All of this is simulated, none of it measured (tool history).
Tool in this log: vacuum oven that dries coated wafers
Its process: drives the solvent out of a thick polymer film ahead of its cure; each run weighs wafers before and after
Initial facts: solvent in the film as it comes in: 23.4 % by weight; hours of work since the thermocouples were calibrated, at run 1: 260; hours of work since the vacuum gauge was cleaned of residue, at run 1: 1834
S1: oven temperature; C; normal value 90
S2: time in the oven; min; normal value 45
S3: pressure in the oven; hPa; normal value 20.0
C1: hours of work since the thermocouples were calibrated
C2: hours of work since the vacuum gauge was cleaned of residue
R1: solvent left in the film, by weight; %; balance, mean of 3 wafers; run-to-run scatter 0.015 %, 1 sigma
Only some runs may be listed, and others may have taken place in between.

{"run": 1, "hour": 0.0, "S1": 90, "S2": 45, "S3": 20.0, "C1": 260, "C2": 1834, "R1": 1.84}
{"run": 2, "hour": 69.5, "S1": 90, "S2": 45, "S3": 20.0, "C1": 297, "C2": 1871, "R1": 1.85}
{"run": 3, "hour": 128.8, "S1": 90, "S2": 45, "S3": 20.0, "C1": 328, "C2": 1902, "R1": 1.85}
{"run": 4, "hour": 195.1, "S1": 90, "S2": 45, "S3": 20.0, "C1": 363, "C2": 1937, "R1": 1.85}
{"run": 5, "hour": 278.0, "S1": 90, "S2": 22, "S3": 20.0, "C1": 406, "C2": 1980, "R1": 5.07}
{"run": 6, "hour": 365.1, "S1": 90, "S2": 22, "S3": 20.0, "C1": 452, "C2": 2026, "R1": 5.08}
{"run": 7, "hour": 454.4, "S1": 90, "S2": 22, "S3": 20.0, "C1": 499, "C2": 2073, "R1": 5.04}
{"run": 8, "hour": 561.6, "S1": 90, "S2": 22, "S3": 20.0, "C1": 555, "C2": 2129, "R1": 5.07}
{"run": 9, "hour": 667.1, "S1": 90, "S2": 45, "S3": 19.5, "C1": 610, "C2": 2185, "R1": 1.8}
{"run": 10, "hour": 741.1, "S1": 87, "S2": 45, "S3": 20.0, "C1": 649, "C2": 2223, "R1": 2.61}
{"run": 11, "hour": 848.0, "S1": 90, "S2": 45, "S3": 20.0, "C1": 705, "C2": 2280, "R1": 1.83}
{"run": 12, "hour": 963.5, "S1": 90, "S2": 45, "S3": 20.0, "C1": 766, "C2": 2340, "R1": 1.84}
{"hour": 1018.1, "done": "oven's thermocouples calibrated"}
{"run": 13, "hour": 1039.6, "S1": 90, "S2": 45, "S3": 20.0, "C1": 11, "C2": 2379, "R1": 1.86}
{"run": 14, "hour": 1119.1, "S1": 90, "S2": 45, "S3": 20.0, "C1": 53, "C2": 2421, "R1": 1.83}
{"run": 15, "hour": 1203.0, "S1": 90, "S2": 45, "S3": 20.0, "C1": 97, "C2": 2465, "R1": 1.84}
{"run": 16, "hour": 1321.3, "S1": 90, "S2": 45, "S3": 69.2, "C1": 159, "C2": 2527, "R1": 4.12}
{"run": 17, "hour": 1439.7, "S1": 90, "S2": 45, "S3": 69.2, "C1": 221, "C2": 2589, "R1": 4.1}
{"hour": 1474.8, "done": "vacuum gauge cleaned of residue and calibrated"}
{"run": 18, "hour": 1504.7, "S1": 90, "S2": 45, "S3": 20.0, "C1": 255, "C2": 16, "R1": 1.82}
{"run": 19, "hour": 1627.9, "S1": 90, "S2": 45, "S3": 20.0, "C1": 319, "C2": 80, "R1": 1.85}
{"run": 20, "hour": 1742.1, "S1": 90, "S2": 45, "S3": 20.0, "C1": 379, "C2": 140, "R1": 1.84}
{"run": 21, "hour": 1858.7, "S1": 80, "S2": 38, "S3": 20.0, "C1": 440, "C2": 202, "R1": 6.51}
{"run": 22, "hour": 1961.3, "S1": 80, "S2": 38, "S3": 20.0, "C1": 494, "C2": 255, "R1": 6.57}
{"run": 23, "hour": 2047.7, "S1": 90, "S2": 45, "S3": 58.3, "C1": 540, "C2": 301, "R1": 3.57}
{"run": 24, "hour": 2122.2, "S1": 90, "S2": 59, "S3": 58.3, "C1": 579, "C2": 340, "R1": 3.11}
{"run": 25, "hour": 2175.1, "S1": 90, "S2": 59, "S3": 13.6, "C1": 607, "C2": 368, "R1": 0.99}
{"run": 26, "hour": 2292.2, "S1": 90, "S2": 45, "S3": 25.0, "C1": 668, "C2": 429, "R1": 2.07}

For run 27, what comes out?
{"run": 27, "hour": 2412.2, "S1": 94, "S2": 65, "S3": 20.0, "C1": 731, "C2": 492, "R1": "?"}

R1: 0.87 %
Were there no unlogged condition in the tool, this run, its random variation unchanged, would have produced R1 0.87 %.
